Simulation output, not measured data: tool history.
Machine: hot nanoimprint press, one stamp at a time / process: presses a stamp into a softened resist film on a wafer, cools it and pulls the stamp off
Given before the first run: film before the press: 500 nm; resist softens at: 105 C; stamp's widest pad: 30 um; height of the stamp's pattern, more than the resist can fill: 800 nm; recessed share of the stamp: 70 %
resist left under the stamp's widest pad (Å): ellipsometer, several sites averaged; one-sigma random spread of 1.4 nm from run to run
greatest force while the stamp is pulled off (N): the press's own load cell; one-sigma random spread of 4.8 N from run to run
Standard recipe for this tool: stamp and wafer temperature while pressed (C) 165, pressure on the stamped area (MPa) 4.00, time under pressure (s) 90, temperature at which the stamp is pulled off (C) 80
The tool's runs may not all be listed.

run     day  stamp and wafer temperature while pressed (C)  pressure on the stamped area (MPa)  time under pressure (s)  temperature at which the stamp is pulled off (C)  resist left under the stamp's widest pad (Å)  greatest force while the stamp is pulled off (N)
  1   0.000                                            165                                4.00                       90                                                80                                          2189                                               231
  2   0.712                                            165                                4.00                       90                                                80                                          2185                                               241
  3   1.071                                            165                                4.00                       90                                                81                                          2215                                               222
  4   1.546                                            165                                4.00                       90                                                81                                          2210                                               225
  5   2.275                                            165                                4.00                       90                                                81                                          2199                                               225
  6   2.954                                            165                                4.00                       91                                                81                                          2213                                               232
  7   3.350                                            169                                4.00                       90                                                80                                          1965                                               222
  8   4.008                                            169                                4.00                       90                                                80                                          1970                                               236
  9   4.683                                            169                                4.00                       90                                                80                                          1967                                               237
 10   5.271                                            169                                4.00                       90                                                80                                          1965                                               235
 11   5.904                                            165                                4.00                       90                                                80                                          2201                                               244
 12   6.250                                            165                                4.00                       90                                                80                                          2208                                               246
 13   6.992                                            165                                4.00                       90                                                80                                          2210                                               239
 14   7.696                                            165                                4.00                      139                                                80                                          1906                                               249
 15   8.200                                            165                                4.00                      139                                                80                                          1898                                               236
 16   8.546                                            154                                4.00                       90                                                87                                          3050                                               189
      8.838  -- stamp cleaned and given a new release coat
 17   9.246                                            174                                5.76                       90                                                68                                          1346                                               295
 18   9.908                                            155                                5.02                       90                                                77                                          2688                                               255
 19  10.696                                            155                                5.02                       90                                                77                                          2684                                               256
 20  11.208                                            156                                5.02                       65                                                77                                          2829                                               242
 21  12.017                                            162                                4.00                       90                                                80                                          2430                                               228
 22  12.438                                            162                                4.00                       90                                                80                                          2427                                               238
 23  13.096                                            165                                4.00                      121                                                70                                          1997                                               290
 24  13.808                                            165                                5.07                       90                                                83                                          1914                                               217
 25  14.592                                            165                                5.07                       90                                                83                                          1905                                               222
 26  15.321                                            165                                5.07                       90                                                83                                          1915                                               219
 27  15.721                                            156                                5.07                      157                                                83                                          2133                                               224
 28  16.058                                            156                                5.07                      157                                                73                                          2119                                               278
 29  16.704                                            156                                6.23                      177                                                73                                          1799                                               283

5 options for the next run, each taken on its own from the tool as it stands now. Forecast them:
  A  17.204                                            165                                4.00                      145                                                80                                             ?                                                 ?
  B  17.204                                            156                                4.92                      177                                                73                                             ?                                                 ?
  C  17.204                                            156                                6.23                       46                                                75                                             ?                                                 ?
  D  17.204                                            174                                4.00                       90                                                76                                             ?                                                 ?
  E  17.204                                            156                                6.23                       79                                                74                                             ?                                                 ?

run  resist left under the stamp's widest pad (Å)  greatest force while the stamp is pulled off (N)
  A                                          1853                                               239
  B                                          2064                                               283
  C                                          2854                                               258
  D                                          1687                                               250
  E                                          2412                                               262
The same runs, with their run-to-run variation unchanged, on a tool lacking any hidden condition would have given:
run  resist left under the stamp's widest pad (Å)  greatest force while the stamp is pulled off (N)
  A                                          1858                                               236
  B                                          2069                                               279
  C                                          2859                                               254
  D                                          1690                                               246
  E                                          2416                                               258
